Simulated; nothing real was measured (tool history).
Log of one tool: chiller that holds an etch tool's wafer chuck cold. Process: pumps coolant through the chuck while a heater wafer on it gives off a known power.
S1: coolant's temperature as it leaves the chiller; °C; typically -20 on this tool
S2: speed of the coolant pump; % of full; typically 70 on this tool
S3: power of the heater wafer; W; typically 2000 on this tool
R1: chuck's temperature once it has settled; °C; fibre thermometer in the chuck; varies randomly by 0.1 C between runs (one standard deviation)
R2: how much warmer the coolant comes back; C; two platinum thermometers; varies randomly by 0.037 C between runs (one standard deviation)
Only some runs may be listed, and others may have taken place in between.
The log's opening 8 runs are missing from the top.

{"run": 9, "hour": 283.8, "S1": -20, "S2": 67, "S3": 2000, "R1": -1.3, "R2": 7.6}
{"hour": 310.6, "done": "chiller's thermometer calibrated"}
{"run": 10, "hour": 338.8, "S1": -20, "S2": 99, "S3": 2000, "R1": -6, "R2": 5.22}
{"run": 11, "hour": 364.1, "S1": -20, "S2": 99, "S3": 2000, "R1": -5.6, "R2": 5.19}
{"run": 12, "hour": 420.7, "S1": -20, "S2": 70, "S3": 1015, "R1": -10.8, "R2": 3.73}
{"run": 13, "hour": 480.5, "S1": -20, "S2": 70, "S3": 1015, "R1": -11, "R2": 3.66}
{"run": 14, "hour": 527.5, "S1": -17, "S2": 70, "S3": 2000, "R1": 1.2, "R2": 7.35}
{"run": 15, "hour": 576.1, "S1": -17, "S2": 70, "S3": 2000, "R1": 1.2, "R2": 7.28}
{"run": 16, "hour": 634.9, "S1": -17, "S2": 70, "S3": 2000, "R1": 1.2, "R2": 7.28}
{"run": 17, "hour": 690.7, "S1": -21, "S2": 70, "S3": 2000, "R1": -2.8, "R2": 7.32}
{"run": 18, "hour": 719.8, "S1": -21, "S2": 70, "S3": 2000, "R1": -2.7, "R2": 7.29}

Run 19, settings as shown, results not yet in. Your forecast:
{"run": 19, "hour": 773.2, "S1": -16, "S2": 73, "S3": 1864, "R1": "?", "R2": "?"}

R1: 0.5 °C
R2: 6.51 C
With the hidden condition absent and the run-to-run variation left alone, this run would have shown R1 0.5 °C, R2 6.5 C.

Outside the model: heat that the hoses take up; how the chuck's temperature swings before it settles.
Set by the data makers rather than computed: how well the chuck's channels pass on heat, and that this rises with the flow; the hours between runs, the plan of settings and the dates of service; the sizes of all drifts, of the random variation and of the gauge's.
